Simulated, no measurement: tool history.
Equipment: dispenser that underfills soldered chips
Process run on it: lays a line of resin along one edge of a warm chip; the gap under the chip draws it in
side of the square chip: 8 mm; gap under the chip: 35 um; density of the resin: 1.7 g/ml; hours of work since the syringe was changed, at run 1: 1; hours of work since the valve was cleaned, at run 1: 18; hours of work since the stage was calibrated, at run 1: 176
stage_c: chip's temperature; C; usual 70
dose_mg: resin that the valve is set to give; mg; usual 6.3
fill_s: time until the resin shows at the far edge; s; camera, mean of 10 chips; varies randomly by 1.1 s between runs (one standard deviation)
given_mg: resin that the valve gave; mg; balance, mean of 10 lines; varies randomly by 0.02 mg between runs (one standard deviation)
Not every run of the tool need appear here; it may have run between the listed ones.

| run | hour | stage_c | dose_mg | hours of work since the syringe was changed | hours of work since the valve was cleaned | hours of work since the stage was calibrated | fill_s | given_mg |
|---|---|---|---|---|---|---|---|---|
| 1 | 0 | 70 | 6.3 | 1 | 18 | 176 | 116.6 | 6.22 |
|  | 7.9 | new syringe of resin |
| 2 | 7.9 | 70 | 6.3 | 0 | 23 | 181 | 102.9 | 6.15 |
| 3 | 16.7 | 70 | 6.3 | 6 | 29 | 187 | 166.2 | 6.19 |
|  | 17.9 | new syringe of resin |
| 4 | 24.3 | 70 | 6.3 | 4 | 34 | 192 | 142.6 | 6.15 |
|  | 27.5 | new syringe of resin |
| 5 | 32.2 | 70 | 6.3 | 3 | 39 | 197 | 132.7 | 6.15 |
|  | 36.8 | new syringe of resin |
| 6 | 38.7 | 70 | 6.3 | 1 | 43 | 201 | 118 | 6.13 |
|  | 46.3 | new syringe of resin |
| 7 | 48.4 | 70 | 6.3 | 1 | 50 | 208 | 116 | 6.12 |
| 8 | 54.5 | 70 | 6.3 | 6 | 54 | 212 | 159 | 6.08 |
|  | 56.1 | new syringe of resin |
|  | 61 | dispensing valve cleaned and set on the balance |
| 9 | 63.2 | 70 | 6.3 | 4 | 2 | 217 | 144.7 | 6.31 |
|  | 66.6 | new syringe of resin |
| 10 | 72.4 | 70 | 6.3 | 4 | 8 | 223 | 141.7 | 6.31 |
|  | 76.3 | new syringe of resin |
| 11 | 81.7 | 70 | 6.3 | 4 | 14 | 229 | 141.6 | 6.27 |
|  | 85.9 | new syringe of resin |
| 12 | 88.6 | 60 | 7.72 | 2 | 18 | 234 | 171.1 | 7.6 |
| 13 | 93.6 | 60 | 5.59 | 5 | 22 | 237 | 229.4 | 5.52 |
|  | 95.2 | new syringe of resin |
|  | 104.8 | new syringe of resin |
| 14 | 104.8 | 70 | 7.85 | 0 | 29 | 244 | 102.1 | 7.76 |
|  | 114.1 | new syringe of resin |
| 15 | 114.2 | 70 | 5.83 | 0 | 35 | 250 | 105.3 | 5.73 |
|  | 123.5 | new syringe of resin |
| 16 | 123.5 | 57 | 5.53 | 0 | 41 | 257 | 176.6 | 5.42 |
| 17 | 129.7 | 59 | 5.87 | 4 | 45 | 261 | 222.5 | 5.74 |
|  | 133.4 | new syringe of resin |
| 18 | 140.1 | 80 | 7.16 | 5 | 52 | 268 | 104.9 | 6.97 |
|  | 142.8 | new syringe of resin |
| 19 | 147.3 | 56 | 6.18 | 3 | 57 | 272 | 216.3 | 6.02 |
|  | 149.5 | dispensing valve cleaned and set on the balance |
|  | 153.3 | new syringe of resin |
| 20 | 156 | 70 | 5.53 | 2 | 4 | 277 | 120.9 | 5.46 |
| 21 | 161.7 | 61 | 6.67 | 6 | 8 | 281 | 221.2 | 6.59 |
|  | 163 | new syringe of resin |
| 22 | 171.1 | 78 | 5.57 | 6 | 14 | 288 | 128.5 | 5.49 |

Here are 3 independent what-if runs from the current tool condition. What would each one return?
|  | 172.7 | new syringe of resin |
| A | 178.3 | 70 | 7.39 | 4 | 19 | 292 | ? | ? |
|  | 172.7 | new syringe of resin |
| B | 178.3 | 74 | 6.9 | 4 | 19 | 292 | ? | ? |
|  | 172.7 | new syringe of resin |
| C | 178.3 | 84 | 5.57 | 4 | 19 | 292 | ? | ? |

| run | fill_s | given_mg |
|---|---|---|
| A | 140 | 7.27 |
| B | 124.4 | 6.81 |
| C | 91.7 | 5.52 |
Stripped of hidden state, with their random variation kept, the same runs would have yielded:
| run | fill_s | given_mg |
|---|---|---|
| A | 101.4 | 7.38 |
| B | 89.9 | 6.91 |
| C | 66.3 | 5.6 |

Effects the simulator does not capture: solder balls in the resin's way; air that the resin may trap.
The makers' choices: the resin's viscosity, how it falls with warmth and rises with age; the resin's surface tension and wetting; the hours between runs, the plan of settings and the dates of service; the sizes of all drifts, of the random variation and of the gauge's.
